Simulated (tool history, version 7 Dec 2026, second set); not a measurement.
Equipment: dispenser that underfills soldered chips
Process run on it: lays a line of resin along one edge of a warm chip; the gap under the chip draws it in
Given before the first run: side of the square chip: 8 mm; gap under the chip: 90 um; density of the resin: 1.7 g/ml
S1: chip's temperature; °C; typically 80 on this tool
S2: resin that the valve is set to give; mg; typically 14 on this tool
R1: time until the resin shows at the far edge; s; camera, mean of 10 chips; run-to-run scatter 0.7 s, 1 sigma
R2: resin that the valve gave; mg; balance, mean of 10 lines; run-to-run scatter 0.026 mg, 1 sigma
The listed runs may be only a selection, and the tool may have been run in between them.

| run | hour | S1 | S2 | R1 | R2 |
|---|---|---|---|---|---|
| 1 | 0 | 80 | 14 | 71.4 | 13.74 |
|  | 2.5 | new syringe of resin |
| 2 | 4.9 | 80 | 14 | 67.8 | 13.74 |
| 3 | 9.4 | 80 | 14 | 73.7 | 13.72 |
|  | 11.7 | new syringe of resin |
|  | 16.6 | dispensing valve cleaned and set on the balance |
| 4 | 18 | 80 | 17.1 | 67.7 | 17.07 |
|  | 21.5 | new syringe of resin |
| 5 | 23.7 | 80 | 14 | 67.5 | 13.99 |
| 6 | 29 | 80 | 14 | 75.2 | 13.96 |
|  | 30.1 | new syringe of resin |
| 7 | 37.9 | 80 | 14 | 72.8 | 13.91 |
|  | 38.7 | new syringe of resin |
| 8 | 45.8 | 80 | 14 | 72.8 | 13.88 |
|  | 47.7 | new syringe of resin |
| 9 | 52 | 80 | 14 | 70.3 | 13.88 |
|  | 56.7 | new syringe of resin |
| 10 | 58.7 | 83 | 14 | 58.1 | 13.92 |
| 11 | 63.1 | 76 | 14 | 86 | 13.86 |
|  | 65.7 | new syringe of resin |
| 12 | 69.9 | 75 | 14 | 86.2 | 13.84 |
|  | 74.6 | new syringe of resin |
| 13 | 75 | 70 | 11.9 | 102.1 | 11.73 |
|  | 83.3 | new syringe of resin |
| 14 | 83.3 | 70 | 11.9 | 99.6 | 11.73 |
| 15 | 87.4 | 70 | 16.6 | 98.7 | 16.35 |
|  | 92.1 | new syringe of resin |
| 16 | 92.8 | 79 | 15.6 | 67.5 | 15.36 |
| 17 | 97.6 | 79 | 15.6 | 72.6 | 15.31 |
|  | 101.2 | new syringe of resin |
| 18 | 102.3 | 78 | 12.2 | 74.2 | 11.99 |

Forecast each of these 5 alternatives for the next run:
|  | 110.3 | new syringe of resin |
| A | 111.7 | 74 | 15.8 | ? | ? |
|  | 110.3 | new syringe of resin |
| B | 111.7 | 88 | 14 | ? | ? |
|  | 110.3 | new syringe of resin |
| C | 111.7 | 88 | 12.4 | ? | ? |
|  | 110.3 | new syringe of resin |
| D | 111.7 | 95 | 15.5 | ? | ? |
|  | 110.3 | new syringe of resin |
| E | 111.7 | 79 | 12.2 | ? | ? |

| run | R1 | R2 |
|---|---|---|
| A | 83.2 | 15.5 |
| B | 48.6 | 13.76 |
| C | 50.2 | 12.14 |
| D | 37 | 15.21 |
| E | 71.7 | 11.96 |
Take away the tool's hidden state, keep each run's random variation, and the runs would have read:
| run | R1 | R2 |
|---|---|---|
| A | 79.3 | 15.81 |
| B | 46.3 | 14.04 |
| C | 47.7 | 12.39 |
| D | 35.4 | 15.52 |
| E | 68 | 12.2 |

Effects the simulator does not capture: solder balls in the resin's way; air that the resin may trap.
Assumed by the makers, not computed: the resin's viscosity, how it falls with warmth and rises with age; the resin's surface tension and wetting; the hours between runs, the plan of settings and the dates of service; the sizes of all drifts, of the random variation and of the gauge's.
